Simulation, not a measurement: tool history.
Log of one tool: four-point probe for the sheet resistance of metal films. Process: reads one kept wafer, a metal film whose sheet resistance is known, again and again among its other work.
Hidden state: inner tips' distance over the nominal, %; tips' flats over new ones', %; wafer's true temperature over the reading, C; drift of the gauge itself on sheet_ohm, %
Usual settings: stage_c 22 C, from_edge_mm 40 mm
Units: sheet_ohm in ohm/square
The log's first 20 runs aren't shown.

| run | hour | stage_c | from_edge_mm | touches since the probe head was changed | hours of work since the stage's thermometer was calibrated | sheet_ohm |
|---|---|---|---|---|---|---|
| 21 | 444.5 | 31 | 41 | 54821 | 31 | 3.254852 |
|  | 451.2 | stage's thermometer calibrated, once more |
| 22 | 460.1 | 23 | 40 | 55380 | 5 | 3.249979 |
| 23 | 482.8 | 19 | 3 | 56218 | 19 | 3.52657 |
| 24 | 504.1 | 19 | 3 | 57008 | 31 | 3.527205 |
| 25 | 523.2 | 27 | 62 | 57712 | 43 | 3.253529 |
| 26 | 536.6 | 26 | 9 | 58208 | 51 | 3.286613 |
| 27 | 559.6 | 20 | 5 | 59055 | 64 | 3.354059 |
| 28 | 576.9 | 20 | 62 | 59698 | 75 | 3.245836 |
| 29 | 607.6 | 28 | 3 | 60832 | 93 | 3.537239 |
| 30 | 623.9 | 28 | 3 | 61432 | 102 | 3.536828 |
| 31 | 652.1 | 19 | 8 | 62475 | 119 | 3.288947 |
| 32 | 675.5 | 19 | 40 | 63339 | 133 | 3.246759 |
| 33 | 704.2 | 19 | 40 | 64401 | 150 | 3.248507 |
| 34 | 729.5 | 19 | 40 | 65337 | 165 | 3.247524 |
| 35 | 757.6 | 27 | 20 | 66375 | 182 | 3.262487 |
| 36 | 778.8 | 23 | 12 | 67157 | 194 | 3.270439 |
| 37 | 797.8 | 33 | 46 | 67858 | 205 | 3.261907 |
| 38 | 816.6 | 33 | 46 | 68553 | 217 | 3.2623 |
| 39 | 830.3 | 25 | 17 | 69061 | 225 | 3.262025 |
| 40 | 852.6 | 35 | 17 | 69884 | 238 | 3.272404 |
| 41 | 870.7 | 29 | 22 | 70553 | 249 | 3.263185 |
| 42 | 888.7 | 29 | 22 | 71217 | 259 | 3.262491 |
| 43 | 915.1 | 29 | 22 | 72195 | 275 | 3.263101 |
| 44 | 937.4 | 18 | 18 | 73019 | 288 | 3.254167 |

Forecast each of these 4 alternatives for the next run:
| A | 958.9 | 25 | 52 | 73811 | 301 | ? |
| B | 958.9 | 27 | 4 | 73811 | 301 | ? |
| C | 958.9 | 24 | 4 | 73811 | 301 | ? |
| D | 958.9 | 22 | 24 | 73811 | 301 | ? |

| run | sheet_ohm |
|---|---|
| A | 3.255991 |
| B | 3.422299 |
| C | 3.418857 |
| D | 3.2544 |
Without the tool's hidden state the same runs would have given:
| run | sheet_ohm |
|---|---|
| A | 3.239294 |
| B | 3.404822 |
| C | 3.401404 |
| D | 3.23772 |
